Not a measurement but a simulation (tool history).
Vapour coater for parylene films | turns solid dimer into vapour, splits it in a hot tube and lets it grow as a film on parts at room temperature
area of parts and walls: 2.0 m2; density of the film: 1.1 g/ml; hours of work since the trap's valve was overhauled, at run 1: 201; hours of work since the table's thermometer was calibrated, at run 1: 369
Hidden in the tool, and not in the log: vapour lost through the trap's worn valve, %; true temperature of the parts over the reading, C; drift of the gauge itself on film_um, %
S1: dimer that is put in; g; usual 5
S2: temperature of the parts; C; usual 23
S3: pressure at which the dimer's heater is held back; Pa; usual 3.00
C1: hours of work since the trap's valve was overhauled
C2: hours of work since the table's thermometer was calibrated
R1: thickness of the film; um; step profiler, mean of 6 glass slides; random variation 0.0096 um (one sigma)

run	hour	S1	S2	S3	C1	C2	R1
1	0.0	5	23	3.00	201	369	1.406
2	15.8	5	23	7.20	213	381	1.323
3	24.1	5	23	3.00	220	387	1.375
4	39.2	5	23	3.00	231	399	1.395
5	49.7	5	23	5.04	239	407	1.354
6	65.5	5	23	5.04	251	419	1.335
7	72.6	5	23	5.04	256	424	1.346
8	80.0	2	23	3.00	262	430	0.544
9	95.6	2	23	3.00	273	441	0.553
10	109.0	2	16	3.00	284	451	0.666
11	119.3	2	16	3.00	291	459	0.670
12	130.6	2	16	3.00	300	468	0.668
13	146.7	5	23	2.99	312	480	1.380
14	155.7	5	23	2.99	319	486	1.382
15	169.0	7	23	2.99	329	497	1.908
16	177.7	7	23	2.99	335	503	1.924
17	187.3	5	23	6.07	343	510	1.306
18	200.7	5	24	3.00	353	520	1.313
19	213.9	5	16	3.00	363	530	1.635
20	225.5	4	23	3.00	371	539	1.092
# hour 239.1: trap's valve overhauled
21	239.1	4	23	3.00	0	546	1.154
22	246.0	4	23	3.00	5	551	1.120
23	257.9	4	23	3.00	14	560	1.150
24	269.1	4	21	3.00	23	569	1.206
25	280.8	4	22	6.53	31	578	1.106
26	291.2	5	34	10.21	39	586	0.954
27	300.9	6	23	3.74	47	593	1.679
28	310.2	2	25	4.98	54	600	0.529
29	326.2	7	18	2.45	66	612	2.322
30	341.6	7	18	2.45	77	624	2.304
31	351.3	7	18	2.45	84	631	2.298
# hour 353.3: table's thermometer calibrated
32	368.4	6	23	4.91	97	11	1.670
33	379.1	4	23	3.00	105	19	1.148
# hour 394.0: table's thermometer calibrated, once more
34	394.0	4	23	3.00	115	0	1.104
35	409.6	8	23	4.40	127	12	2.164
36	416.7	3	20	3.16	132	17	0.910
37	433.2	5	23	3.00	145	30	1.380
38	446.6	5	23	5.44	155	40	1.319
39	459.4	7	23	2.60	164	49	1.950
40	471.8	3	15	3.00	174	59	1.030
41	479.9	3	15	3.00	180	65	1.013
42	492.4	3	15	3.00	189	74	1.026
43	502.9	3	15	3.00	197	82	1.044
44	519.5	8	21	3.00	210	94	2.295
45	531.8	8	21	3.00	219	104	2.316
46	546.8	8	21	3.00	230	115	2.312
47	562.5	8	21	3.00	242	127	2.324
48	570.7	4	21	2.48	248	133	1.145

The same runs without the tool's hidden state, with the same run-to-run variation:
run	R1
1	1.430
2	1.347
3	1.402
4	1.423
5	1.382
6	1.365
7	1.377
8	0.557
9	0.567
10	0.684
11	0.688
12	0.688
13	1.422
14	1.424
15	1.969
16	1.987
17	1.349
18	1.359
19	1.695
20	1.132
21	1.143
22	1.110
23	1.141
24	1.198
25	1.100
26	0.949
27	1.672
28	0.527
29	2.317
30	2.301
31	2.297
32	1.655
33	1.139
34	1.127
35	2.212
36	0.930
37	1.413
38	1.352
39	2.001
40	1.058
41	1.041
42	1.055
43	1.074
44	2.366
45	2.390
46	2.389
47	2.405
48	1.187
